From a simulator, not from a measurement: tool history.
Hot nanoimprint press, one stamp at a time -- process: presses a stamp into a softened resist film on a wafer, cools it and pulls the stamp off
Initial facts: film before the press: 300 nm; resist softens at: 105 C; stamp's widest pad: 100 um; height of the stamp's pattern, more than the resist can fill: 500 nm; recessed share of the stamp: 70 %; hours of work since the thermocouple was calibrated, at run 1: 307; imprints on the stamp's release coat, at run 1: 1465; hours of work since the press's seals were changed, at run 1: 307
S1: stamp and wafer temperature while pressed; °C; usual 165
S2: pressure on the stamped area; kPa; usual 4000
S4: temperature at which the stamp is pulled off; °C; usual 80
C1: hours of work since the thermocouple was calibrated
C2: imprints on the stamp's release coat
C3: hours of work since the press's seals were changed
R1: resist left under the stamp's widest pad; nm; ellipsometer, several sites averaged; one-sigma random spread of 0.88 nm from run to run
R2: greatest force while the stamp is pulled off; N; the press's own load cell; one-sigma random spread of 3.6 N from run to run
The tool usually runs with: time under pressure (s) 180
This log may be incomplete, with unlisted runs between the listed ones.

Run 1, hour 0.0: usual settings; C1 307; C2 1465; C3 307. Result: R1 129.3 nm, R2 221 N.
Run 2, hour 23.8: usual settings but time under pressure (s) 218; C1 317; C2 1505; C3 317. Result: R1 120.2 nm, R2 219 N.
Run 3, hour 36.9: usual settings but time under pressure (s) 218; C1 323; C2 1527; C3 323. Result: R1 119.5 nm, R2 220 N.
Run 4, hour 57.4: usual settings but time under pressure (s) 218; C1 332; C2 1561; C3 332. Result: R1 118.6 nm, R2 235 N.
Run 5, hour 81.1: usual settings; C1 342; C2 1601; C3 342. Result: R1 130.1 nm, R2 238 N.
At hour 106.2: plate thermocouple calibrated.
Run 6, hour 107.8: usual settings; C1 1; C2 1641; C3 352. Result: R1 137.7 nm, R2 238 N.
Run 7, hour 136.5: usual settings; C1 13; C2 1689; C3 364. Result: R1 137.5 nm, R2 247 N.
Run 8, hour 164.2: usual settings; C1 25; C2 1735; C3 376. Result: R1 136.5 nm, R2 237 N.
Run 9, hour 178.9: usual settings; C1 31; C2 1760; C3 382. Result: R1 137.1 nm, R2 250 N.
Run 10, hour 191.9: usual settings; C1 37; C2 1781; C3 388. Result: R1 136.7 nm, R2 241 N.
Run 11, hour 208.4: usual settings; C1 44; C2 1809; C3 395. Result: R1 137.4 nm, R2 241 N.
Run 12, hour 229.2: usual settings; C1 53; C2 1844; C3 404. Result: R1 135.5 nm, R2 246 N.
Run 13, hour 248.6: usual settings; C1 61; C2 1876; C3 412. Result: R1 136.5 nm, R2 260 N.
Run 14, hour 263.3: usual settings; C1 67; C2 1901; C3 418. Result: R1 136.0 nm, R2 254 N.
Run 15, hour 279.0: usual settings; C1 74; C2 1927; C3 425. Result: R1 136.0 nm, R2 254 N.
Run 16, hour 297.3: usual settings; C1 82; C2 1958; C3 433. Result: R1 134.8 nm, R2 246 N.
Run 17, hour 314.0: usual settings; C1 89; C2 1985; C3 440. Result: R1 136.6 nm, R2 259 N.
At hour 330.6: stamp cleaned and given a new release coat.
Run 18, hour 343.6: usual settings; C1 99; C2 22; C3 450. Result: R1 135.0 nm, R2 165 N.
Run 19, hour 372.3: usual settings but time under pressure (s) 120, S4 66 °C; C1 111; C2 70; C3 462. Result: R1 158.5 nm, R2 232 N.
Run 20, hour 389.2: usual settings but time under pressure (s) 120, S4 66 °C; C1 118; C2 98; C3 470. Result: R1 157.3 nm, R2 224 N.
Run 21, hour 414.9: usual settings but time under pressure (s) 120, S4 69 °C; C1 129; C2 141; C3 481. Result: R1 157.9 nm, R2 224 N.
Run 22, hour 426.8: usual settings but S1 163 °C, S2 4360 kPa, time under pressure (s) 201; C1 134; C2 161; C3 486. Result: R1 140.0 nm, R2 175 N.
Run 23, hour 445.5: usual settings but S1 164 °C, S2 4290 kPa, time under pressure (s) 201, S4 69 °C; C1 142; C2 192; C3 494. Result: R1 134.5 nm, R2 227 N.
Run 24, hour 464.4: usual settings but S1 175 °C, S2 2730 kPa, time under pressure (s) 142, S4 78 °C; C1 151; C2 224; C3 502. Result: R1 92.0 nm, R2 189 N.
Run 25, hour 481.5: usual settings but S1 170 °C, S2 4470 kPa, time under pressure (s) 142, S4 75 °C; C1 158; C2 253; C3 509. Result: R1 101.1 nm, R2 196 N.
Run 26, hour 505.4: usual settings but S1 164 °C, S2 4470 kPa, time under pressure (s) 219, S4 75 °C; C1 168; C2 293; C3 519. Result: R1 124.6 nm, R2 206 N.
Run 27, hour 529.7: usual settings but S1 164 °C, S2 4470 kPa, time under pressure (s) 219, S4 75 °C; C1 178; C2 333; C3 530. Result: R1 126.4 nm, R2 215 N.
Run 28, hour 550.5: usual settings but S1 166 °C, S2 4600 kPa, time under pressure (s) 219, S4 75 °C; C1 187; C2 368; C3 539. Result: R1 108.2 nm, R2 202 N.
Run 29, hour 570.4: usual settings but S1 166 °C, S2 4600 kPa, time under pressure (s) 219, S4 75 °C; C1 196; C2 401; C3 547. Result: R1 107.5 nm, R2 207 N.

Hidden state at the last listed run before each entry between runs and at the first one after, where it differs:
Logged between run 5 and run 6: plate thermocouple calibrated (hour 106.2)
  true temperature over the reading, C: 1.24 -> 0.15; pressure that arrives at the usual setting, %: 98.52 -> 98.46; grip of the stamp's worn release coat, % over a new coat's: 40.7 -> 41.8
  what was measured, less what the result would be without the hidden state, R1: -9.9 -> -0.4 nm; R2: +63 -> +70 N
Logged between run 17 and run 18: stamp cleaned and given a new release coat (hour 330.6)
  true temperature over the reading, C: 0.47 -> 0.51; pressure that arrives at the usual setting, %: 97.87 -> 97.79; grip of the stamp's worn release coat, % over a new coat's: 51.4 -> 0.5
  what was measured, less what the result would be without the hidden state, R1: -2.9 -> -3.2 nm; R2: +86 -> -1 N
